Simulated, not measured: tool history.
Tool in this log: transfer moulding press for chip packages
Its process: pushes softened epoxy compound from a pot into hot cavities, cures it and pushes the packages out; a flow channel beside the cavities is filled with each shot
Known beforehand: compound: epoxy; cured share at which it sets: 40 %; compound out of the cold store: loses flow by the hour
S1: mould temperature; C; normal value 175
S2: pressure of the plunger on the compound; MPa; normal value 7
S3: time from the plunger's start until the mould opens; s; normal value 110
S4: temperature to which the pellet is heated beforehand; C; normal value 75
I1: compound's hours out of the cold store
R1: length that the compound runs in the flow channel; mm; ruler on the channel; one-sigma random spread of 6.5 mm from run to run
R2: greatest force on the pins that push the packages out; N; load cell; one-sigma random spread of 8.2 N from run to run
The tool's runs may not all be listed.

run   hour   S1    S2   S3  S4    I1    R1   R2
  1      0  175     7  110  75  17.6   930  366
  2   10.1  176     7  110  75  18.8   921  359
  3   24.6  175     7  110  75  43.1   840  364
  4   35.1  175     7  110  75  43.2   839  359
  5   52.8  175     7  110  75  44.7   841  351
  6   64.3  175     7  110  75  20.9   914  363
  7   73.2  175     7  110  75  17.1   934  370
  8   83.1  175     7  110  75    10   946  385
  9     91  175     7  110  75  18.1   941  363
 10  103.8  175     7  148  75  45.4   839  334
 11  115.9  177     7  110  75  21.7   905  359
 12  127.7  177     7  110  84  25.9   897  342
 13  138.8  177     7  110  75  31.7   867  338
 14  155.7  177     7  110  75  11.8   946  358
 15  164.1  177     7  110  75  39.4   853  356
 16  177.3  167     7  112  75  42.8   890  525
 17  185.2  167     7  112  65  31.7   933  548
 18  200.3  171     7  110  78  45.8   857  419
 19  210.8  176  6.68  112  77    33   854  347
 20  224.8  176  7.05  115  68  15.3   942  357
 21  241.9  175  8.43  110  83    19  1024  369
 22  251.1  175  6.41  110  83  32.2   829  365
 23  265.1  175  7.07  110  75  26.5   905  359
 24  274.4  181     7  110  73    46   808  335
 25  286.2  181     7  110  73   9.7   924  329
 26  300.3  181     7   96  84  40.3   822  331
 27    315  181     7   96  84  22.2   885  340
 28  332.6  170  7.93  117  75  33.1   950  414
 29  342.8  180     7   91  75  44.7   819  343

Taken out of this log: 6 entries between the listed runs. Where each belongs, and how the hidden state differs across it:
Run 2 -> run 3: plunger's sealing rings changed (hour 23.1)
  pressure that reaches the compound, % of what is set: 99.67 -> 99.99; grip of the stained cavities, % over clean ones': 1.5 -> 1.6
Run 4 -> run 5: cavities cleaned with cleaning compound and waxed (hour 46.1)
  pressure that reaches the compound, % of what is set: 99.98 -> 99.96; grip of the stained cavities, % over clean ones': 1.8 -> 0.2
Run 12 -> run 13: cavities cleaned with cleaning compound and waxed (hour 137.3)
  pressure that reaches the compound, % of what is set: 99.87 -> 99.86; grip of the stained cavities, % over clean ones': 1.8 -> 0.3
Run 20 -> run 21: cavities cleaned with cleaning compound and waxed (hour 228.3)
  pressure that reaches the compound, % of what is set: 99.75 -> 99.73; grip of the stained cavities, % over clean ones': 1.9 -> 0.6
Run 25 -> run 26: plunger's sealing rings changed (hour 292.1)
  pressure that reaches the compound, % of what is set: 99.67 -> 99.98; grip of the stained cavities, % over clean ones': 1.5 -> 1.7
Run 27 -> run 28: cavities cleaned with cleaning compound and waxed (hour 322.4)
  pressure that reaches the compound, % of what is set: 99.96 -> 99.94; grip of the stained cavities, % over clean ones': 1.9 -> 0.3
